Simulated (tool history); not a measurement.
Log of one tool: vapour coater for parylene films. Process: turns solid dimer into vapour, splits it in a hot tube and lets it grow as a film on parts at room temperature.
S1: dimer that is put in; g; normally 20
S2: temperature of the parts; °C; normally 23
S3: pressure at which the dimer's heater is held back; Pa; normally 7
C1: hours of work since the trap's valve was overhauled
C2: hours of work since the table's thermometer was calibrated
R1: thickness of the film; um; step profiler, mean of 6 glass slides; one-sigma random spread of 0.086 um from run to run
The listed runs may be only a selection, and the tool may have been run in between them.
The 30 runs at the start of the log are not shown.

run	hour	S1	S2	S3	C1	C2	R1
# hour 1924.7: trap's valve overhauled
31	1982.3	8	18	6.73	50	187	5.37
32	2031.2	20	23	2.3	92	229	11.57
33	2070.5	8	28	4.49	125	263	3.37
34	2138.8	8	25	8.22	184	322	3.7
35	2185.9	8	25	2.98	225	362	4.02
36	2222.1	20	23	2.63	256	393	11.19
37	2258.1	20	28	7	287	424	8.06
38	2335.4	20	28	7	353	491	7.89
39	2386.5	16	26	3.45	397	535	7.41
40	2466.3	9	23	7.65	466	603	4.41
41	2511.7	9	23	7.65	505	642	4.37
42	2558.9	33	23	7.65	545	683	16.39
43	2642.8	20	24	7	617	755	9.48
# hour 2735.3: trap's valve overhauled
44	2735.4	20	24	7	0	831	9.9
45	2779.3	20	24	7	38	869	9.99
46	2863.1	10	23	7	110	941	5.15

Alternative continuations, all from the tool just after run 46; predict every row:
A	2942.9	18	26	7	179	1010	?
B	2942.9	10	16	2.17	179	1010	?
C	2942.9	15	32	7	179	1010	?
D	2942.9	20	23	2.12	179	1010	?
E	2942.9	9	23	7	179	1010	?

run	R1
A	7.89
B	7.92
C	4.95
D	11.32
E	4.56
The same runs, with their run-to-run variation unchanged, on a tool lacking any hidden condition would have given:
run	R1
A	8.08
B	8.12
C	5.08
D	11.6
E	4.67
